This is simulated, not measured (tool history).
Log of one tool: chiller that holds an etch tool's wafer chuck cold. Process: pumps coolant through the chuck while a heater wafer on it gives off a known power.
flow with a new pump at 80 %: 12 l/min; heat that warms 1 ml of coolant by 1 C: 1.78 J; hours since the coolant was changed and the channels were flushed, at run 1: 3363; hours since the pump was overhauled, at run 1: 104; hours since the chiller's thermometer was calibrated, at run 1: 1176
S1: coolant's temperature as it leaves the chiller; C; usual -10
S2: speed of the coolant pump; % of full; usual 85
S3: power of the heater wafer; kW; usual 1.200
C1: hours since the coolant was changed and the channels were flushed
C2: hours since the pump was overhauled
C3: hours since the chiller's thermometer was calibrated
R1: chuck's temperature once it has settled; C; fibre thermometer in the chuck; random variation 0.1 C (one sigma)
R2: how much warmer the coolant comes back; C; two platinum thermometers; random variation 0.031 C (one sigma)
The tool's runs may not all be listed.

run 1 hour=0.0 | S1=-10 S2=85 S3=1.200 | C1=3363 C2=104 C3=1176 | R1=-0.8 R2=3.22
run 2 hour=25.3 | S1=-10 S2=85 S3=1.200 | C1=3388 C2=129 C3=1201 | R1=-0.5 R2=3.25
run 3 hour=48.8 | S1=-10 S2=85 S3=1.200 | C1=3412 C2=153 C3=1225 | R1=-0.5 R2=3.22
run 4 hour=69.2 | S1=-10 S2=85 S3=1.200 | C1=3432 C2=173 C3=1245 | R1=-0.6 R2=3.21
run 5 hour=82.4 | S1=-10 S2=85 S3=1.200 | C1=3445 C2=186 C3=1258 | R1=-0.5 R2=3.19
run 6 hour=97.6 | S1=-10 S2=85 S3=1.200 | C1=3460 C2=202 C3=1274 | R1=-0.4 R2=3.22
run 7 hour=123.8 | S1=-10 S2=85 S3=1.200 | C1=3487 C2=228 C3=1300 | R1=-0.7 R2=3.19
run 8 hour=139.7 | S1=-10 S2=85 S3=1.200 | C1=3503 C2=244 C3=1316 | R1=-0.5 R2=3.23
run 9 hour=155.6 | S1=-17 S2=85 S3=1.200 | C1=3519 C2=260 C3=1332 | R1=-7.5 R2=3.19
run 10 hour=175.3 | S1=-17 S2=85 S3=1.200 | C1=3538 C2=279 C3=1351 | R1=-7.4 R2=3.21
run 11 hour=192.2 | S1=-10 S2=85 S3=1.200 | C1=3555 C2=296 C3=1368 | R1=-0.7 R2=3.23
run 12 hour=223.1 | S1=-10 S2=91 S3=1.200 | C1=3586 C2=327 C3=1399 | R1=-0.9 R2=2.99
run 13 hour=248.5 | S1=-15 S2=91 S3=1.200 | C1=3611 C2=353 C3=1425 | R1=-5.9 R2=3.03
run 14 hour=272.8 | S1=-10 S2=85 S3=1.200 | C1=3636 C2=377 C3=1449 | R1=-0.2 R2=3.23
run 15 hour=303.4 | S1=-10 S2=85 S3=1.200 | C1=3666 C2=407 C3=1479 | R1=-0.3 R2=3.19
run 16 hour=317.9 | S1=-10 S2=85 S3=1.200 | C1=3681 C2=422 C3=1494 | R1=-0.3 R2=3.25
run 17 hour=341.9 | S1=-17 S2=62 S3=0.669 | C1=3705 C2=446 C3=1518 | R1=-10.2 R2=2.45
-- hour=349.0 coolant pump overhauled
run 18 hour=364.5 | S1=-20 S2=84 S3=1.132 | C1=3722 C2=16 C3=1536 | R1=-10.7 R2=3.15

Run 19 comes next. What will it give?
run 19 hour=388.8 | S1=-10 S2=85 S3=0.693 | C1=3747 C2=40 C3=1560 | R1=? R2=?

{"run 19": {"R1": -4.5, "R2": 1.91}}
Without the tool's hidden state the same run would have given R1 -5.2 C, R2 1.86 C.
